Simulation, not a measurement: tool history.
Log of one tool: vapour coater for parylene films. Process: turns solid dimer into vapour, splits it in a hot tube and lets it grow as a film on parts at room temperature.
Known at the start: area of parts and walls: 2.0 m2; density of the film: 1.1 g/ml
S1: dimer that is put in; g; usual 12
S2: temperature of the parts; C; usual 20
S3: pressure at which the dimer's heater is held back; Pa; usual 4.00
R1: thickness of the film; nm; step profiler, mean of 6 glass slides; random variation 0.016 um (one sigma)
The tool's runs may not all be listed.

| run | hour | S1 | S2 | S3 | R1 |
|---|---|---|---|---|---|
| 1 | 0.0 | 12 | 20 | 4.00 | 4460 |
| 2 | 51.4 | 12 | 20 | 4.00 | 4460 |
| 3 | 110.5 | 12 | 20 | 4.00 | 4440 |
| 4 | 158.4 | 22 | 20 | 4.00 | 8070 |
| 5 | 186.2 | 22 | 20 | 4.00 | 8100 |
| 6 | 224.3 | 6 | 20 | 4.00 | 2200 |
| 7 | 275.4 | 6 | 20 | 4.00 | 2180 |
| 8 | 313.3 | 12 | 20 | 4.00 | 4360 |
| 9 | 366.4 | 12 | 20 | 4.00 | 4350 |
| 10 | 405.5 | 12 | 20 | 4.00 | 4370 |
| 11 | 440.6 | 8 | 20 | 4.00 | 2890 |
| 12 | 494.7 | 12 | 20 | 3.91 | 4380 |
| 13 | 544.0 | 12 | 20 | 3.91 | 4310 |
|  | 590.3 | trap's valve overhauled |
| 14 | 595.3 | 12 | 20 | 3.91 | 4620 |
| 15 | 636.0 | 12 | 20 | 3.91 | 4590 |
| 16 | 686.3 | 12 | 20 | 3.91 | 4580 |
| 17 | 744.4 | 12 | 13 | 3.91 | 5230 |
| 18 | 797.1 | 12 | 13 | 3.91 | 5220 |
| 19 | 841.3 | 12 | 13 | 3.91 | 5160 |
| 20 | 872.2 | 12 | 20 | 4.88 | 4320 |
| 21 | 906.7 | 12 | 20 | 6.88 | 3930 |
| 22 | 939.6 | 12 | 20 | 6.88 | 3960 |
| 23 | 979.9 | 6 | 23 | 4.00 | 1940 |
| 24 | 1028.1 | 6 | 13 | 2.86 | 2540 |
| 25 | 1059.0 | 12 | 26 | 4.00 | 3360 |
| 26 | 1094.6 | 12 | 31 | 4.00 | 2640 |
| 27 | 1120.3 | 10 | 12 | 2.37 | 4210 |
| 28 | 1171.0 | 16 | 18 | 5.47 | 6010 |
| 29 | 1212.0 | 14 | 19 | 5.47 | 5020 |
| 30 | 1253.2 | 14 | 19 | 5.47 | 5000 |
| 31 | 1284.1 | 14 | 19 | 5.47 | 4960 |
| 32 | 1341.2 | 16 | 20 | 3.23 | 6100 |
| 33 | 1395.8 | 12 | 20 | 2.00 | 4930 |
| 34 | 1439.5 | 12 | 20 | 2.00 | 4930 |
| 35 | 1488.5 | 9 | 15 | 2.21 | 3670 |
|  | 1504.5 | trap's valve overhauled |
| 36 | 1528.9 | 8 | 13 | 8.07 | 3550 |
| 37 | 1586.6 | 12 | 23 | 7.20 | 3520 |
| 38 | 1620.6 | 13 | 20 | 2.06 | 5740 |
| 39 | 1666.4 | 15 | 20 | 4.26 | 5740 |
| 40 | 1718.7 | 6 | 20 | 4.26 | 2290 |
| 41 | 1768.5 | 15 | 18 | 8.44 | 5330 |

Forecast run 42:
| 42 | 1807.7 | 10 | 32 | 4.03 | ? |

Run 42 gave R1 2160 nm.
Without the tool's hidden state the same run would have given R1 2130 nm.
